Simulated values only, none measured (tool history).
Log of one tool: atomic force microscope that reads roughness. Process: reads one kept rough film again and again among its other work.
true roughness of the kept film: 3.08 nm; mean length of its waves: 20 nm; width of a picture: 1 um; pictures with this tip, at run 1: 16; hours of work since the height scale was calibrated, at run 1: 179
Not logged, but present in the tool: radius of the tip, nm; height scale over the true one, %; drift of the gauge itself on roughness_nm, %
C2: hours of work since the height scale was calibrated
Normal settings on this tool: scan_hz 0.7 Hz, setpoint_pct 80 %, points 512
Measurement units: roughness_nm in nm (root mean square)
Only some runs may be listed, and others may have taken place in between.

run 1 hour=0 | scan_hz=0.7 setpoint_pct=80 points=512 | pictures_with_this_tip=16 C2=179 | roughness_nm=2.343
run 2 hour=8.9 | scan_hz=0.556 setpoint_pct=80 points=512 | pictures_with_this_tip=27 C2=183 | roughness_nm=2.257
run 3 hour=17 | scan_hz=0.556 setpoint_pct=80 points=649 | pictures_with_this_tip=36 C2=186 | roughness_nm=2.167
run 4 hour=26.7 | scan_hz=0.7 setpoint_pct=80 points=512 | pictures_with_this_tip=48 C2=190 | roughness_nm=2.076
run 5 hour=35 | scan_hz=0.7 setpoint_pct=80 points=512 | pictures_with_this_tip=58 C2=194 | roughness_nm=1.976
run 6 hour=41.1 | scan_hz=0.7 setpoint_pct=80 points=512 | pictures_with_this_tip=66 C2=196 | roughness_nm=1.899
run 7 hour=47.8 | scan_hz=0.7 setpoint_pct=80 points=449 | pictures_with_this_tip=74 C2=199 | roughness_nm=1.872
run 8 hour=59.9 | scan_hz=0.7 setpoint_pct=80 points=449 | pictures_with_this_tip=89 C2=204 | roughness_nm=1.771
-- hour=66.4 new tip fitted
run 9 hour=72.2 | scan_hz=0.708 setpoint_pct=80 points=449 | pictures_with_this_tip=7 C2=209 | roughness_nm=2.4
run 10 hour=81.8 | scan_hz=0.708 setpoint_pct=67 points=449 | pictures_with_this_tip=19 C2=213 | roughness_nm=2.336
run 11 hour=92.4 | scan_hz=0.708 setpoint_pct=67 points=449 | pictures_with_this_tip=32 C2=217 | roughness_nm=2.207
run 12 hour=104.9 | scan_hz=0.708 setpoint_pct=67 points=449 | pictures_with_this_tip=47 C2=222 | roughness_nm=2.088
run 13 hour=115.2 | scan_hz=2.558 setpoint_pct=80 points=512 | pictures_with_this_tip=60 C2=227 | roughness_nm=1.763
run 14 hour=120.4 | scan_hz=2.558 setpoint_pct=80 points=512 | pictures_with_this_tip=66 C2=229 | roughness_nm=1.746
-- hour=122.5 height scale calibrated on a step standard
run 15 hour=127.5 | scan_hz=0.969 setpoint_pct=80 points=512 | pictures_with_this_tip=74 C2=2 | roughness_nm=1.824
run 16 hour=133.5 | scan_hz=1.335 setpoint_pct=69 points=494 | pictures_with_this_tip=81 C2=5 | roughness_nm=1.797
run 17 hour=139 | scan_hz=1.335 setpoint_pct=69 points=494 | pictures_with_this_tip=88 C2=7 | roughness_nm=1.775
-- hour=146 new tip fitted
run 18 hour=147.6 | scan_hz=0.7 setpoint_pct=62 points=280 | pictures_with_this_tip=2 C2=10 | roughness_nm=2.538
run 19 hour=153.1 | scan_hz=3.902 setpoint_pct=78 points=402 | pictures_with_this_tip=9 C2=12 | roughness_nm=2.081
-- hour=161.9 height scale calibrated on a step standard, once more
run 20 hour=161.9 | scan_hz=2.092 setpoint_pct=82 points=484 | pictures_with_this_tip=18 C2=0 | roughness_nm=2.126
run 21 hour=167.9 | scan_hz=2.092 setpoint_pct=82 points=484 | pictures_with_this_tip=25 C2=2 | roughness_nm=2.062
run 22 hour=174.9 | scan_hz=1.796 setpoint_pct=59 points=408 | pictures_with_this_tip=34 C2=5 | roughness_nm=2.17
run 23 hour=181.6 | scan_hz=1.796 setpoint_pct=59 points=508 | pictures_with_this_tip=42 C2=8 | roughness_nm=2.123
run 24 hour=190.3 | scan_hz=1.796 setpoint_pct=59 points=508 | pictures_with_this_tip=53 C2=12 | roughness_nm=2.016
run 25 hour=196.3 | scan_hz=0.7 setpoint_pct=78 points=785 | pictures_with_this_tip=60 C2=14 | roughness_nm=1.959
run 26 hour=204 | scan_hz=0.528 setpoint_pct=70 points=984 | pictures_with_this_tip=70 C2=17 | roughness_nm=1.931

Alternative continuations, all from the tool just after run 26; predict every row:
run A hour=215 | scan_hz=0.639 setpoint_pct=73 points=456 | pictures_with_this_tip=83 C2=22 | roughness_nm=?
run B hour=215 | scan_hz=0.528 setpoint_pct=64 points=572 | pictures_with_this_tip=83 C2=22 | roughness_nm=?
run C hour=215 | scan_hz=0.528 setpoint_pct=66 points=984 | pictures_with_this_tip=83 C2=22 | roughness_nm=?

run=A roughness_nm=1.832
run=B roughness_nm=1.837
run=C roughness_nm=1.852
The same runs, with their run-to-run variation unchanged, on a tool lacking any hidden condition would have given:
run=A roughness_nm=2.592
run=B roughness_nm=2.601
run=C roughness_nm=2.622
